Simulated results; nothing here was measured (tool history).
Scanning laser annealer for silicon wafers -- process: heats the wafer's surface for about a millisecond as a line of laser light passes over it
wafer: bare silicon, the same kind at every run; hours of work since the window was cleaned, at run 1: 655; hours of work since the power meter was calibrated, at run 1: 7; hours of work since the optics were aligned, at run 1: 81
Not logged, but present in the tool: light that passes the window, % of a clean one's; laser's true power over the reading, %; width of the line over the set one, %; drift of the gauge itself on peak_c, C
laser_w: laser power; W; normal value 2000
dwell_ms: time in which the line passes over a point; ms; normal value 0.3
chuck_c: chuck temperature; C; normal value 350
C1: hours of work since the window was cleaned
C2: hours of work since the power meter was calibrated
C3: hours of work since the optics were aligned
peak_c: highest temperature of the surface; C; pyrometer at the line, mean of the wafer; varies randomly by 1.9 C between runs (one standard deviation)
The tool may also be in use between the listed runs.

Run 1, day 0: usual settings; C1 655; C2 7; C3 81. Result: peak_c 1121 C.
Run 2, day 0.204: usual settings; C1 659; C2 11; C3 85. Result: peak_c 1121 C.
Run 3, day 0.583: usual settings; C1 666; C2 18; C3 92. Result: peak_c 1117 C.
Run 4, day 0.846: usual settings; C1 671; C2 22; C3 97. Result: peak_c 1121 C.
Run 5, day 1.05: usual settings; C1 674; C2 26; C3 101. Result: peak_c 1120 C.
Run 6, day 1.4: usual settings but dwell_ms 0.333 ms; C1 681; C2 33; C3 107. Result: peak_c 1166 C.
Run 7, day 1.779: usual settings; C1 688; C2 40; C3 114. Result: peak_c 1117 C.
Run 8, day 2.1: usual settings but laser_w 1884 W; C1 694; C2 46; C3 120. Result: peak_c 1066 C.
Run 9, day 2.458: usual settings but laser_w 1884 W; C1 700; C2 52; C3 127. Result: peak_c 1064 C.
Run 10, day 2.762: usual settings but laser_w 1884 W, dwell_ms 0.366 ms; C1 706; C2 58; C3 132. Result: peak_c 1149 C.
Run 11, day 3.008: usual settings; C1 711; C2 62; C3 137. Result: peak_c 1116 C.
Run 12, day 3.329: usual settings; C1 716; C2 68; C3 143. Result: peak_c 1117 C.
Run 13, day 3.658: usual settings; C1 722; C2 74; C3 149. Result: peak_c 1121 C.
Run 14, day 4.058: usual settings but chuck_c 386 C; C1 730; C2 82; C3 156. Result: peak_c 1153 C.
Run 15, day 4.246: usual settings but chuck_c 386 C; C1 733; C2 85; C3 159. Result: peak_c 1154 C.
Run 16, day 4.592: usual settings but chuck_c 386 C; C1 740; C2 91; C3 166. Result: peak_c 1149 C.
Run 17, day 4.783: usual settings but laser_w 2084 W, dwell_ms 0.23 ms, chuck_c 340 C; C1 743; C2 95; C3 169. Result: peak_c 1032 C.
Run 18, day 5.129: usual settings but dwell_ms 0.266 ms, chuck_c 351 C; C1 750; C2 101; C3 176. Result: peak_c 1066 C.
Run 19, day 5.442: usual settings but dwell_ms 0.266 ms, chuck_c 351 C; C1 755; C2 107; C3 181. Result: peak_c 1066 C.
Run 20, day 5.654: usual settings but laser_w 1763 W, dwell_ms 0.326 ms, chuck_c 360 C; C1 759; C2 111; C3 185. Result: peak_c 1045 C.
Run 21, day 6.083: usual settings but laser_w 2024 W, chuck_c 359 C; C1 767; C2 119; C3 193. Result: peak_c 1135 C.
Run 22, day 6.354: usual settings but chuck_c 380 C; C1 772; C2 124; C3 198. Result: peak_c 1145 C.
Run 23, day 6.533: usual settings but chuck_c 380 C; C1 775; C2 127; C3 201. Result: peak_c 1141 C.
Run 24, day 6.812: usual settings but laser_w 1939 W, dwell_ms 0.219 ms, chuck_c 335 C; C1 781; C2 132; C3 207. Result: peak_c 952 C.

Run 25 has not been measured yet. What should we expect?
Run 25, day 7.092: usual settings but laser_w 1912 W, chuck_c 388 C; C1 786; C2 137; C3 212. Result: peak_c ?.

peak_c: 1111 C
The same run, on a tool lacking any hidden state, would have yielded peak_c 1147 C.
